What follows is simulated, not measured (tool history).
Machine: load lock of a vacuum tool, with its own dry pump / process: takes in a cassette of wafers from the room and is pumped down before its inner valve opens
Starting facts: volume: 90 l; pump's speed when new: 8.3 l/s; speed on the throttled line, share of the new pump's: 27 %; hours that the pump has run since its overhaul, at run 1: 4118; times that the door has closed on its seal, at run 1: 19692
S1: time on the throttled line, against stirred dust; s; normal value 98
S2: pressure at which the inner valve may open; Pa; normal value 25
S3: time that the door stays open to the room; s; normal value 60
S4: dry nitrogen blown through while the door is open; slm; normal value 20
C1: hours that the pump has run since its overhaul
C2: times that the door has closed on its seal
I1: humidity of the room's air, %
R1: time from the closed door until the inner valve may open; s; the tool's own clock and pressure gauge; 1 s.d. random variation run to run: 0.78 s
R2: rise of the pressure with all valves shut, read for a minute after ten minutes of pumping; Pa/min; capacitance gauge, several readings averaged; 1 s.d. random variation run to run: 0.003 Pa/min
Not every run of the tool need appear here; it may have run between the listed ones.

run,hour,S1,S2,S3,S4,C1,C2,I1,R1,R2
1,0.0,98,25,60,20,4118,19692,46.7,162.8,0.192
2,153.6,98,25,60,20,4271,20017,46.4,162.5,0.205
3,287.8,98,25,60,20,4406,20301,48.1,163.2,0.192
4,431.8,98,25,60,20,4550,20606,46.9,163.3,0.208
5,537.4,142,25,60,20,4655,20829,48.2,195.6,0.205
6,695.6,98,25,60,20,4813,21164,47.8,162.8,0.216
7,785.9,98,25,60,20,4904,21355,46.6,164.4,0.213
8,958.4,98,25,95,20,5076,21720,46.7,164.1,0.225
9,1096.5,146,25,29,22,5214,22012,45.1,199.0,0.214
10,1182.0,72,32,68,18,5300,22193,42.6,142.3,0.230
11,1317.0,72,32,68,18,5435,22479,43.3,141.7,0.228
12,1395.4,98,49,86,20,5513,22645,44.8,157.5,0.236

Alternative continuations, all from the tool just after run 12; predict every row:
A,1569.0,64,27,86,16,5687,23012,47.0,?,?
B,1569.0,98,21,103,11,5687,23012,43.0,?,?
C,1569.0,114,49,32,14,5687,23012,41.8,?,?
D,1569.0,108,25,60,5,5687,23012,46.4,?,?

run,R1,R2
A,140.3,0.246
B,166.1,0.256
C,168.4,0.237
D,172.0,0.261
Without the tool's hidden state the same runs would have given:
run,R1,R2
A,137.3,0.036
B,163.3,0.051
C,166.3,0.029
D,169.5,0.050
